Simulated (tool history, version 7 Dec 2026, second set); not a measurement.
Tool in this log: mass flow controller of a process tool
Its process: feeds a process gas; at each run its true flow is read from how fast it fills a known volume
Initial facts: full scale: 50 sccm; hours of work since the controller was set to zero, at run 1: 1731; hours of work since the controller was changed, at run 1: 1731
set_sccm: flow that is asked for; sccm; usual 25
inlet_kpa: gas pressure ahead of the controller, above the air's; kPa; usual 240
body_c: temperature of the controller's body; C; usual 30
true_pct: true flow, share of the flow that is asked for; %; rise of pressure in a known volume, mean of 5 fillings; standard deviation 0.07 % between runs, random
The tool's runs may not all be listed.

| run | hour | set_sccm | inlet_kpa | body_c | hours of work since the controller was set to zero | hours of work since the controller was changed | true_pct |
|---|---|---|---|---|---|---|---|
| 1 | 0 | 25 | 240 | 30 | 1731 | 1731 | 97.98 |
| 2 | 311.2 | 25 | 240 | 30 | 1850 | 1850 | 98.16 |
| 3 | 598.9 | 25 | 253 | 30 | 1961 | 1961 | 98.07 |
| 4 | 792.5 | 25 | 253 | 30 | 2035 | 2035 | 98.09 |
| 5 | 1041 | 25 | 240 | 30 | 2131 | 2131 | 98.29 |
| 6 | 1262.3 | 25 | 240 | 30 | 2216 | 2216 | 98.26 |
| 7 | 1566.8 | 25 | 240 | 30 | 2333 | 2333 | 98.22 |
| 8 | 1817.8 | 25 | 240 | 30 | 2429 | 2429 | 98.45 |
| 9 | 2112.2 | 25 | 240 | 30 | 2542 | 2542 | 98.5 |
| 10 | 2418.6 | 25 | 221 | 29 | 2660 | 2660 | 98.48 |
| 11 | 2615.5 | 25 | 221 | 29 | 2735 | 2735 | 98.58 |
| 12 | 2883.1 | 17 | 240 | 39 | 2838 | 2838 | 97.71 |
| 13 | 3173.6 | 26 | 240 | 39 | 2950 | 2950 | 98.23 |
| 14 | 3380.4 | 21 | 261 | 39 | 3029 | 3029 | 97.97 |
| 15 | 3565.2 | 15 | 150 | 25 | 3100 | 3100 | 98.48 |
| 16 | 3855.1 | 25 | 212 | 30 | 3211 | 3211 | 98.84 |
| 17 | 4053.2 | 20 | 185 | 30 | 3288 | 3288 | 98.49 |
| 18 | 4296.7 | 17 | 146 | 23 | 3381 | 3381 | 98.81 |

Subtracting, for every run, the result it would have given without the tool's unlogged condition from the measured result gives the following. The same run-to-run variation enters both numbers; the gauge's scatter may not:
What the log doesn't record here: flow at rest that the sensor doesn't see, % of full scale; true flow over the shown one, %; drift of the gauge itself on true_pct, %.
| run | true_pct |
|---|---|
| 1 | -0.01 |
| 2 | +0.06 |
| 3 | +0.11 |
| 4 | +0.16 |
| 5 | +0.2 |
| 6 | +0.24 |
| 7 | +0.3 |
| 8 | +0.35 |
| 9 | +0.41 |
| 10 | +0.47 |
| 11 | +0.5 |
| 12 | +0.55 |
| 13 | +0.61 |
| 14 | +0.64 |
| 15 | +0.68 |
| 16 | +0.74 |
| 17 | +0.78 |
| 18 | +0.83 |

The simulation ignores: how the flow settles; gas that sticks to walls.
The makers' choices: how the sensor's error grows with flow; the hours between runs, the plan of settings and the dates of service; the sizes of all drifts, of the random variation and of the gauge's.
